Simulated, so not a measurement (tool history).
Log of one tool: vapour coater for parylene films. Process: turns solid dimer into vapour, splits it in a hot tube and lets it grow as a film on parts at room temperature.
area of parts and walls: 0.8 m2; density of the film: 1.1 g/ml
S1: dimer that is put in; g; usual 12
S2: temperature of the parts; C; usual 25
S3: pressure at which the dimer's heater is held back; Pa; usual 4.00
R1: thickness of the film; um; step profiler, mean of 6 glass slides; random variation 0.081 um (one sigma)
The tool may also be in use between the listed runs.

run 1 hour=0.0 | S1=12 S2=25 S3=4.00 | R1=8.96
run 2 hour=58.4 | S1=12 S2=25 S3=7.84 | R1=8.28
run 3 hour=101.7 | S1=20 S2=25 S3=4.00 | R1=14.63
run 4 hour=151.7 | S1=14 S2=25 S3=4.00 | R1=10.09
run 5 hour=208.3 | S1=12 S2=25 S3=4.00 | R1=8.59
-- hour=254.1 trap's valve overhauled
run 6 hour=273.7 | S1=12 S2=25 S3=4.00 | R1=7.78
-- hour=346.5 table's thermometer calibrated
run 7 hour=354.1 | S1=12 S2=25 S3=4.00 | R1=7.67
run 8 hour=432.9 | S1=12 S2=25 S3=4.00 | R1=7.37
run 9 hour=503.1 | S1=12 S2=25 S3=4.00 | R1=7.25
run 10 hour=569.7 | S1=12 S2=25 S3=4.00 | R1=7.18
-- hour=592.8 trap's valve overhauled, once more
run 11 hour=606.9 | S1=12 S2=25 S3=4.00 | R1=9.82
run 12 hour=667.7 | S1=12 S2=21 S3=4.00 | R1=11.09
run 13 hour=737.7 | S1=12 S2=25 S3=4.00 | R1=9.51
run 14 hour=781.9 | S1=12 S2=25 S3=4.00 | R1=9.43
run 15 hour=843.7 | S1=12 S2=20 S3=4.00 | R1=10.77
run 16 hour=888.0 | S1=6 S2=25 S3=4.00 | R1=4.61
run 17 hour=954.4 | S1=12 S2=20 S3=4.00 | R1=10.68
run 18 hour=1031.7 | S1=12 S2=20 S3=4.00 | R1=10.32
run 19 hour=1101.3 | S1=12 S2=20 S3=4.00 | R1=10.31
run 20 hour=1165.2 | S1=12 S2=20 S3=4.00 | R1=10.11
-- hour=1196.6 trap's valve overhauled
run 21 hour=1229.3 | S1=12 S2=20 S3=2.42 | R1=12.21
run 22 hour=1305.6 | S1=12 S2=20 S3=2.42 | R1=11.90
run 23 hour=1370.6 | S1=12 S2=20 S3=2.42 | R1=11.86
run 24 hour=1410.4 | S1=12 S2=20 S3=2.42 | R1=11.64
run 25 hour=1468.0 | S1=7 S2=20 S3=5.10 | R1=6.02
run 26 hour=1519.3 | S1=18 S2=36 S3=5.29 | R1=9.62
run 27 hour=1595.4 | S1=21 S2=20 S3=5.47 | R1=17.31
run 28 hour=1635.3 | S1=12 S2=27 S3=4.57 | R1=8.27
run 29 hour=1677.1 | S1=12 S2=27 S3=4.57 | R1=8.27
run 30 hour=1757.1 | S1=12 S2=28 S3=4.53 | R1=7.78
-- hour=1798.3 trap's valve overhauled
run 31 hour=1814.2 | S1=12 S2=28 S3=9.53 | R1=8.06
-- hour=1834.2 table's thermometer calibrated
run 32 hour=1847.7 | S1=12 S2=31 S3=5.73 | R1=7.68
run 33 hour=1919.8 | S1=12 S2=23 S3=4.29 | R1=9.95
run 34 hour=1961.0 | S1=12 S2=23 S3=4.29 | R1=10.01
run 35 hour=1997.9 | S1=13 S2=32 S3=7.78 | R1=7.49
run 36 hour=2056.1 | S1=13 S2=32 S3=7.78 | R1=7.44
run 37 hour=2118.1 | S1=19 S2=25 S3=5.38 | R1=13.86
run 38 hour=2179.4 | S1=13 S2=32 S3=5.28 | R1=7.59
run 39 hour=2214.8 | S1=12 S2=25 S3=2.14 | R1=9.61
run 40 hour=2288.1 | S1=7 S2=25 S3=10.54 | R1=4.55
run 41 hour=2357.5 | S1=13 S2=30 S3=10.54 | R1=7.05
-- hour=2399.2 trap's valve overhauled
run 42 hour=2424.3 | S1=13 S2=35 S3=10.54 | R1=6.80
run 43 hour=2465.8 | S1=12 S2=30 S3=4.00 | R1=8.23
run 44 hour=2514.3 | S1=5 S2=30 S3=5.99 | R1=3.20
run 45 hour=2586.2 | S1=5 S2=30 S3=5.99 | R1=3.18
run 46 hour=2621.4 | S1=11 S2=25 S3=4.00 | R1=8.62

Measured less the same run without the tool's hidden state. The same run-to-run variation is in both; the gauge's scatter may not be:
The hidden state here: vapour lost through the trap's worn valve, %; true temperature of the parts over the reading, C; drift of the gauge itself on film_um, %.
run=1 R1=-0.75
run=2 R1=-0.82
run=3 R1=-1.63
run=4 R1=-1.26
run=5 R1=-1.22
run=6 R1=-1.95
run=7 R1=-2.26
run=8 R1=-2.42
run=9 R1=-2.57
run=10 R1=-2.71
run=11 R1=-0.01
run=12 R1=-0.16
run=13 R1=-0.27
run=14 R1=-0.36
run=15 R1=-0.55
run=16 R1=-0.29
run=17 R1=-0.83
run=18 R1=-1.00
run=19 R1=-1.20
run=20 R1=-1.35
run=21 R1=+0.02
run=22 R1=-0.16
run=23 R1=-0.36
run=24 R1=-0.46
run=25 R1=-0.32
run=26 R1=-0.62
run=27 R1=-1.43
run=28 R1=-0.77
run=29 R1=-0.86
run=30 R1=-0.98
run=31 R1=+0.11
run=32 R1=-0.12
run=33 R1=-0.33
run=34 R1=-0.43
run=35 R1=-0.39
run=36 R1=-0.49
run=37 R1=-1.11
run=38 R1=-0.72
run=39 R1=-0.99
run=40 R1=-0.57
run=41 R1=-1.00
run=42 R1=-0.06
run=43 R1=-0.15
run=44 R1=-0.09
run=45 R1=-0.14
run=46 R1=-0.45
